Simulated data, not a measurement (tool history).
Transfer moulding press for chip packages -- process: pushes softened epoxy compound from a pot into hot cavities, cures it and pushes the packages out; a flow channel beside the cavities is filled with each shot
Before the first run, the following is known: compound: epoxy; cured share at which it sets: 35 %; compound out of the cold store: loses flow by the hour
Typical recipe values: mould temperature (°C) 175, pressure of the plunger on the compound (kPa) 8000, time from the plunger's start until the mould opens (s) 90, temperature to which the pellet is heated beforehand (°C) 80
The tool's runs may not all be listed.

| run | hour | mould temperature (°C) | pressure of the plunger on the compound (kPa) | time from the plunger's start until the mould opens (s) | temperature to which the pellet is heated beforehand (°C) | incoming compound's hours out of the cold store | length that the compound runs in the flow channel (mm) | greatest force on the pins that push the packages out (N) |
|---|---|---|---|---|---|---|---|---|
| 1 | 0.0 | 175 | 8000 | 90 | 80 | 23.1 | 747 | 807 |
|  | 16.2 | cavities cleaned with cleaning compound and waxed |
| 2 | 27.1 | 175 | 8000 | 75 | 80 | 18.8 | 767 | 830 |
| 3 | 57.3 | 175 | 8000 | 90 | 80 | 8.5 | 786 | 749 |
| 4 | 80.8 | 175 | 8000 | 90 | 80 | 18.6 | 757 | 809 |
|  | 112.3 | cavities cleaned with cleaning compound and waxed |
| 5 | 120.8 | 175 | 8000 | 90 | 80 | 22.2 | 746 | 559 |
| 6 | 139.2 | 175 | 8000 | 90 | 80 | 28.1 | 724 | 634 |
| 7 | 179.1 | 175 | 8000 | 90 | 80 | 21.4 | 746 | 815 |
| 8 | 197.8 | 175 | 8000 | 85 | 80 | 10.5 | 768 | 919 |
|  | 208.9 | cavities cleaned with cleaning compound and waxed |
|  | 229.6 | plunger's sealing rings changed |
| 9 | 238.4 | 175 | 8000 | 108 | 80 | 30.5 | 750 | 515 |
| 10 | 259.8 | 175 | 8000 | 108 | 80 | 44.0 | 724 | 578 |
| 11 | 297.1 | 175 | 8000 | 108 | 80 | 10.6 | 814 | 667 |
|  | 307.1 | cavities cleaned with cleaning compound and waxed |
| 12 | 336.3 | 170 | 8000 | 90 | 80 | 24.0 | 780 | 890 |
| 13 | 357.0 | 170 | 8000 | 112 | 80 | 28.1 | 767 | 687 |
| 14 | 387.0 | 175 | 8000 | 80 | 80 | 43.0 | 719 | 941 |
|  | 403.8 | cavities cleaned with cleaning compound and waxed |
| 15 | 413.9 | 175 | 8000 | 90 | 81 | 34.6 | 735 | 541 |
| 16 | 445.3 | 175 | 6920 | 90 | 80 | 17.6 | 725 | 697 |
| 17 | 476.5 | 175 | 8000 | 76 | 85 | 26.4 | 746 | 1041 |
|  | 500.1 | cavities cleaned with cleaning compound and waxed |
| 18 | 514.5 | 175 | 9300 | 90 | 80 | 20.1 | 818 | 578 |
| 19 | 533.7 | 175 | 8180 | 90 | 72 | 14.9 | 783 | 698 |
| 20 | 565.2 | 171 | 8000 | 88 | 85 | 46.0 | 704 | 949 |
| 21 | 587.9 | 171 | 8000 | 88 | 85 | 11.4 | 781 | 1072 |
|  | 596.4 | cavities cleaned with cleaning compound and waxed |
| 22 | 624.0 | 175 | 7610 | 90 | 72 | 21.7 | 718 | 664 |
| 23 | 645.9 | 175 | 7610 | 90 | 72 | 16.5 | 742 | 725 |
| 24 | 665.1 | 175 | 7610 | 90 | 72 | 40.3 | 668 | 740 |
|  | 672.0 | mould's thermocouples calibrated |
|  | 694.3 | cavities cleaned with cleaning compound and waxed |
| 25 | 704.3 | 180 | 9480 | 102 | 83 | 22.0 | 794 | 446 |
| 26 | 726.7 | 177 | 9480 | 102 | 86 | 36.0 | 752 | 564 |
|  | 755.8 | plunger's sealing rings changed |
| 27 | 755.8 | 172 | 8000 | 77 | 80 | 38.7 | 753 | 1307 |
| 28 | 779.2 | 173 | 9890 | 117 | 73 | 37.4 | 830 | 659 |
|  | 791.9 | cavities cleaned with cleaning compound and waxed |
| 29 | 807.0 | 173 | 9190 | 84 | 73 | 29.9 | 823 | 804 |

Branching from run 29: 3 alternative next runs. What would each branch give?
| A | 826.3 | 175 | 7570 | 85 | 88 | 41.9 | ? | ? |
| B | 826.3 | 183 | 7000 | 84 | 81 | 35.8 | ? | ? |
| C | 826.3 | 175 | 7340 | 90 | 80 | 38.5 | ? | ? |

| run | length that the compound runs in the flow channel (mm) | greatest force on the pins that push the packages out (N) |
|---|---|---|
| A | 711 | 750 |
| B | 680 | 555 |
| C | 715 | 706 |
Without the tool's unlogged condition, the same runs would have read:
| run | length that the compound runs in the flow channel (mm) | greatest force on the pins that push the packages out (N) |
|---|---|---|
| A | 719 | 538 |
| B | 687 | 402 |
| C | 723 | 507 |
